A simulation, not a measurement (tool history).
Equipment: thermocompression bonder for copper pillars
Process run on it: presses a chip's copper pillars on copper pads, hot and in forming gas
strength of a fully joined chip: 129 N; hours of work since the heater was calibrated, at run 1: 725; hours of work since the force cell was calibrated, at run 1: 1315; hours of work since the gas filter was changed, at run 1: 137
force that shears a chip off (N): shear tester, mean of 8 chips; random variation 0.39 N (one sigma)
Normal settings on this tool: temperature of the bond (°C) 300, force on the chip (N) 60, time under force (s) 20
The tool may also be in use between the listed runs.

run	hour	temperature of the bond (°C)	force on the chip (N)	time under force (s)	hours of work since the heater was calibrated	hours of work since the force cell was calibrated	hours of work since the gas filter was changed	force that shears a chip off (N)
1	0	300	60	20	725	1315	137	58.9
2	48.4	300	60	20	756	1346	168	59.6
3	97.4	300	60	20	787	1377	199	59.4
4	170.4	300	60	53	834	1424	246	80.5
5	219.7	300	60	53	865	1455	278	80.4
6	259.4	300	60	53	890	1481	303	81.5
7	330.7	300	59	20	936	1526	348	57.4
8	366.2	300	60	12	959	1549	371	48.7
9	398	317	60	49	979	1569	391	88.8
10	463.8	299	65	20	1021	1611	433	60.4
11	528.1	300	82	14	1062	1652	474	61.8
# hour 549.1: forming gas filter changed
12	577	300	82	14	1093	1683	18	67.2
13	614.7	300	66	46	1117	1707	42	85
14	659.8	300	46	20	1146	1736	71	52.5
15	701.8	319	58	30	1173	1763	97	82.4

The next listed run, before its measurement:
# hour 754: heater calibrated with a thermocouple chip
16	757.7	296	58	43	2	1797	132	?

{"run 16": {"force that shears a chip off (N)": 67.5}}
Without the tool's hidden state the same run would have given force that shears a chip off (N) 67.1.
